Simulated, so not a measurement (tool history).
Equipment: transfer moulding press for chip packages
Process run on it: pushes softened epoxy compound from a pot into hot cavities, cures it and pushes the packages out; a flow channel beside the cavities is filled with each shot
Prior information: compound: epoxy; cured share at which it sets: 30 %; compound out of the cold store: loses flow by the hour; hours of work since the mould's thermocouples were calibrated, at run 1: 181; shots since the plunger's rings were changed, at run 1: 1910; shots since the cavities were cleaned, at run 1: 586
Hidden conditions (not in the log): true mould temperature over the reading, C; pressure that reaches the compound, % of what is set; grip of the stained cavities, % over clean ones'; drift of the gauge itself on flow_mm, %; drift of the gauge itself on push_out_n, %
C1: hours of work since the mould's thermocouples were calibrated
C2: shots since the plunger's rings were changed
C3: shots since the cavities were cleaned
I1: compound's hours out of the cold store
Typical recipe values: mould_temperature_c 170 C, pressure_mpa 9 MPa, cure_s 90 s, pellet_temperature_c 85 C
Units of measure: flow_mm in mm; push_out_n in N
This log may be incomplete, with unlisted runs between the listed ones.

{"run": 1, "hour": 0.0, "mould_temperature_c": 170, "pressure_mpa": 9, "cure_s": 90, "pellet_temperature_c": 85, "C1": 181, "C2": 1910, "C3": 586, "I1": 33, "flow_mm": 826, "push_out_n": 391}
{"hour": 21.2, "done": "cavities cleaned with cleaning compound and waxed"}
{"run": 2, "hour": 22.3, "mould_temperature_c": 170, "pressure_mpa": 9.28, "cure_s": 90, "pellet_temperature_c": 85, "C1": 191, "C2": 2097, "C3": 10, "I1": 41.9, "flow_mm": 807, "push_out_n": 393}
{"run": 3, "hour": 37.6, "mould_temperature_c": 170, "pressure_mpa": 9.28, "cure_s": 90, "pellet_temperature_c": 85, "C1": 198, "C2": 2235, "C3": 148, "I1": 47.3, "flow_mm": 780, "push_out_n": 371}
{"run": 4, "hour": 63.8, "mould_temperature_c": 170, "pressure_mpa": 9.28, "cure_s": 90, "pellet_temperature_c": 85, "C1": 209, "C2": 2470, "C3": 383, "I1": 15.1, "flow_mm": 930, "push_out_n": 386}
{"run": 5, "hour": 82.6, "mould_temperature_c": 170, "pressure_mpa": 9.28, "cure_s": 90, "pellet_temperature_c": 85, "C1": 218, "C2": 2640, "C3": 553, "I1": 13.6, "flow_mm": 926, "push_out_n": 386}
{"run": 6, "hour": 100.4, "mould_temperature_c": 170, "pressure_mpa": 9.28, "cure_s": 90, "pellet_temperature_c": 85, "C1": 226, "C2": 2800, "C3": 713, "I1": 11.4, "flow_mm": 936, "push_out_n": 397}
{"hour": 107.2, "done": "cavities cleaned with cleaning compound and waxed"}
{"run": 7, "hour": 117.3, "mould_temperature_c": 170, "pressure_mpa": 9.28, "cure_s": 90, "pellet_temperature_c": 85, "C1": 233, "C2": 2939, "C3": 91, "I1": 24.9, "flow_mm": 873, "push_out_n": 378}
{"hour": 122.6, "done": "plunger's sealing rings changed"}
{"run": 8, "hour": 144.8, "mould_temperature_c": 170, "pressure_mpa": 9.28, "cure_s": 90, "pellet_temperature_c": 85, "C1": 244, "C2": 200, "C3": 316, "I1": 15.8, "flow_mm": 917, "push_out_n": 368}
{"run": 9, "hour": 167.2, "mould_temperature_c": 170, "pressure_mpa": 9, "cure_s": 118, "pellet_temperature_c": 85, "C1": 254, "C2": 402, "C3": 518, "I1": 40.1, "flow_mm": 803, "push_out_n": 365}
{"run": 10, "hour": 184.8, "mould_temperature_c": 170, "pressure_mpa": 9, "cure_s": 103, "pellet_temperature_c": 85, "C1": 262, "C2": 560, "C3": 676, "I1": 10.1, "flow_mm": 940, "push_out_n": 361}
{"hour": 197.3, "done": "cavities cleaned with cleaning compound and waxed"}
{"run": 11, "hour": 204.4, "mould_temperature_c": 170, "pressure_mpa": 9, "cure_s": 103, "pellet_temperature_c": 85, "C1": 270, "C2": 723, "C3": 64, "I1": 40.1, "flow_mm": 800, "push_out_n": 357}
{"run": 12, "hour": 230.2, "mould_temperature_c": 170, "pressure_mpa": 9, "cure_s": 103, "pellet_temperature_c": 85, "C1": 282, "C2": 955, "C3": 296, "I1": 38.1, "flow_mm": 804, "push_out_n": 359}
{"run": 13, "hour": 246.4, "mould_temperature_c": 170, "pressure_mpa": 9, "cure_s": 103, "pellet_temperature_c": 85, "C1": 289, "C2": 1101, "C3": 442, "I1": 17.5, "flow_mm": 886, "push_out_n": 374}
{"run": 14, "hour": 277.4, "mould_temperature_c": 170, "pressure_mpa": 9, "cure_s": 90, "pellet_temperature_c": 85, "C1": 303, "C2": 1380, "C3": 721, "I1": 31.9, "flow_mm": 825, "push_out_n": 383}
{"hour": 285.0, "done": "cavities cleaned with cleaning compound and waxed"}
{"run": 15, "hour": 315.0, "mould_temperature_c": 177, "pressure_mpa": 8.44, "cure_s": 90, "pellet_temperature_c": 78, "C1": 320, "C2": 1706, "C3": 271, "I1": 13.8, "flow_mm": 864, "push_out_n": 362}
{"run": 16, "hour": 331.9, "mould_temperature_c": 177, "pressure_mpa": 8.44, "cure_s": 88, "pellet_temperature_c": 78, "C1": 327, "C2": 1858, "C3": 423, "I1": 25.1, "flow_mm": 825, "push_out_n": 364}
{"run": 17, "hour": 347.3, "mould_temperature_c": 177, "pressure_mpa": 10.87, "cure_s": 88, "pellet_temperature_c": 78, "C1": 334, "C2": 1997, "C3": 562, "I1": 32.6, "flow_mm": 894, "push_out_n": 365}
{"hour": 371.6, "done": "cavities cleaned with cleaning compound and waxed"}
{"run": 18, "hour": 382.1, "mould_temperature_c": 173, "pressure_mpa": 10.59, "cure_s": 88, "pellet_temperature_c": 91, "C1": 349, "C2": 2296, "C3": 95, "I1": 31.3, "flow_mm": 900, "push_out_n": 363}
{"run": 19, "hour": 411.6, "mould_temperature_c": 165, "pressure_mpa": 10.59, "cure_s": 88, "pellet_temperature_c": 91, "C1": 363, "C2": 2562, "C3": 361, "I1": 22.9, "flow_mm": 961, "push_out_n": 446}
{"run": 20, "hour": 439.6, "mould_temperature_c": 172, "pressure_mpa": 10.75, "cure_s": 79, "pellet_temperature_c": 88, "C1": 375, "C2": 2814, "C3": 613, "I1": 47.8, "flow_mm": 840, "push_out_n": 391}
{"hour": 460.6, "done": "plunger's sealing rings changed"}
{"hour": 462.1, "done": "cavities cleaned with cleaning compound and waxed"}
{"run": 21, "hour": 475.0, "mould_temperature_c": 166, "pressure_mpa": 6.85, "cure_s": 79, "pellet_temperature_c": 79, "C1": 390, "C2": 115, "C3": 115, "I1": 36.3, "flow_mm": 717, "push_out_n": 510}
{"run": 22, "hour": 497.1, "mould_temperature_c": 169, "pressure_mpa": 9, "cure_s": 90, "pellet_temperature_c": 85, "C1": 400, "C2": 314, "C3": 314, "I1": 26, "flow_mm": 863, "push_out_n": 383}
{"hour": 515.2, "done": "mould's thermocouples calibrated"}
{"run": 23, "hour": 518.8, "mould_temperature_c": 170, "pressure_mpa": 9, "cure_s": 114, "pellet_temperature_c": 87, "C1": 2, "C2": 492, "C3": 492, "I1": 35.9, "flow_mm": 816, "push_out_n": 362}
{"run": 24, "hour": 543.3, "mould_temperature_c": 166, "pressure_mpa": 9.03, "cure_s": 72, "pellet_temperature_c": 76, "C1": 13, "C2": 713, "C3": 713, "I1": 8.1, "flow_mm": 964, "push_out_n": 692}
{"hour": 550.4, "done": "cavities cleaned with cleaning compound and waxed"}
{"run": 25, "hour": 564.2, "mould_temperature_c": 170, "pressure_mpa": 7.54, "cure_s": 124, "pellet_temperature_c": 92, "C1": 21, "C2": 887, "C3": 124, "I1": 36.4, "flow_mm": 745, "push_out_n": 348}
{"run": 26, "hour": 596.9, "mould_temperature_c": 169, "pressure_mpa": 10.65, "cure_s": 79, "pellet_temperature_c": 86, "C1": 36, "C2": 1182, "C3": 419, "I1": 44, "flow_mm": 856, "push_out_n": 423}
{"run": 27, "hour": 630.8, "mould_temperature_c": 170, "pressure_mpa": 9, "cure_s": 104, "pellet_temperature_c": 85, "C1": 52, "C2": 1487, "C3": 724, "I1": 36.8, "flow_mm": 811, "push_out_n": 367}

Alternative continuations, all from the tool just after run 27; predict every row:
{"hour": 636.4, "done": "cavities cleaned with cleaning compound and waxed"}
{"run": "A", "hour": 663.9, "mould_temperature_c": 174, "pressure_mpa": 9, "cure_s": 104, "pellet_temperature_c": 85, "C1": 66, "C2": 1771, "C3": 247, "I1": 12.4, "flow_mm": "?", "push_out_n": "?"}
{"hour": 636.4, "done": "cavities cleaned with cleaning compound and waxed"}
{"run": "B", "hour": 663.9, "mould_temperature_c": 170, "pressure_mpa": 9.45, "cure_s": 108, "pellet_temperature_c": 82, "C1": 66, "C2": 1771, "C3": 247, "I1": 24.7, "flow_mm": "?", "push_out_n": "?"}
{"hour": 636.4, "done": "cavities cleaned with cleaning compound and waxed"}
{"run": "C", "hour": 663.9, "mould_temperature_c": 166, "pressure_mpa": 8.4, "cure_s": 90, "pellet_temperature_c": 85, "C1": 66, "C2": 1771, "C3": 247, "I1": 25.9, "flow_mm": "?", "push_out_n": "?"}
{"hour": 636.4, "done": "cavities cleaned with cleaning compound and waxed"}
{"run": "D", "hour": 663.9, "mould_temperature_c": 170, "pressure_mpa": 10.16, "cure_s": 104, "pellet_temperature_c": 84, "C1": 66, "C2": 1771, "C3": 247, "I1": 29.4, "flow_mm": "?", "push_out_n": "?"}

run=A flow_mm=911 push_out_n=368
run=B flow_mm=883 push_out_n=357
run=C flow_mm=844 push_out_n=431
run=D flow_mm=893 push_out_n=349
Without the tool's unlogged condition, the same runs would have read:
run=A flow_mm=911 push_out_n=364
run=B flow_mm=883 push_out_n=353
run=C flow_mm=845 push_out_n=427
run=D flow_mm=894 push_out_n=345

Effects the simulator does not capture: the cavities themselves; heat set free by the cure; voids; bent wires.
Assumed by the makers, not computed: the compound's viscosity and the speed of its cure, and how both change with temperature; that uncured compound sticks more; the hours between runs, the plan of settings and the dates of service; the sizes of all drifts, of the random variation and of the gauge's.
